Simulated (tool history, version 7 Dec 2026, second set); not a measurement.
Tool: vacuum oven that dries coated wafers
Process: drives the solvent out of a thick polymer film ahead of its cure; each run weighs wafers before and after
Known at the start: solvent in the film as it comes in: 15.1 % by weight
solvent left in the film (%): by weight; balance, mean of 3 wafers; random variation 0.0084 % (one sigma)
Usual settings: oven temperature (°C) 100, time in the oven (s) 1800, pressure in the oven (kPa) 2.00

run    hour  oven temperature (°C)  time in the oven (s)  pressure in the oven (kPa)  solvent left in the film (%)
  1     0.0                    100                  1800                        2.00                         2.234
  2    46.6                    100                  1800                        2.00                         2.245
  3    84.0                    100                  1800                        2.00                         2.215
  4   110.3                    100                  1800                        2.00                         2.216
  5   133.6                    100                  1800                        2.00                         2.226
  6   156.8                    100                  1800                        2.00                         2.229
  7   187.7                    100                  2040                        2.00                         1.912
  8   211.6                    100                  2100                        2.00                         1.851
  9   245.1                    100                  2100                        2.00                         1.834
 10   280.8                    100                  1800                        1.55                         1.974
 11   310.0                    100                  1800                        1.24                         1.846
 12   343.1                    100                  1800                        1.24                         1.849
 13   394.0                     98                  1800                        2.00                         2.434
 14   417.5                     98                  1800                        2.00                         2.442
 15   465.2                     98                  1800                        2.00                         2.446
 16   511.0                     98                  1800                        2.00                         2.548
 17   546.6                    100                  1800                        2.00                         2.247
 18   589.9                    115                  1260                        3.56                         1.839
 19   625.8                    115                  1260                        3.56                         1.854
 20   647.2                    111                  1800                        7.10                         2.808
 21   698.6                    111                  1800                        7.10                         2.810
 22   732.5                    104                  1800                        2.00                         1.677
 23   765.1                    104                  1140                        2.64                         3.261
 24   795.9                     95                  2520                        2.64                         2.344
 25   820.2                    113                  2100                        6.99                         2.359
 26   856.6                    113                  2100                        6.99                         2.354
 27   897.9                     90                  1320                        1.09                         4.465
 28   943.3                     90                  1020                        1.52                         5.737
 29   980.5                     90                  1020                        1.52                         5.749
 30  1018.3                     90                  1020                        1.52                         5.717
 31  1055.2                    100                  1020                        1.52                         3.879
 32  1095.5                    114                  2700                        7.96                         2.442
 33  1134.3                    114                  2700                        7.96                         2.448

Taken out of this log: 3 entries between the listed runs. Where each belongs, and how the hidden state differs across it:
Between runs 9 and 10: oven's thermocouples calibrated (hour 249.4)
  true wafer temperature over the reading, C: 0.33 -> 0.49; true pressure over the reading, kPa: 0.104 -> 0.107
  measured less the result without the state, solvent left in the film (%): +0.011 -> -0.014
Between runs 15 and 16: oven's thermocouples calibrated, once more (hour 496.6)
  true wafer temperature over the reading, C: 0.7 -> 0.09; true pressure over the reading, kPa: 0.123 -> 0.127
  measured less the result without the state, solvent left in the film (%): -0.042 -> +0.049
Between runs 21 and 22: vacuum gauge cleaned of residue and calibrated (hour 714.8)
  true wafer temperature over the reading, C: 0.3 -> 0.34; true pressure over the reading, kPa: 0.144 -> 0.001
  measured less the result without the state, solvent left in the film (%): +0.011 -> -0.036
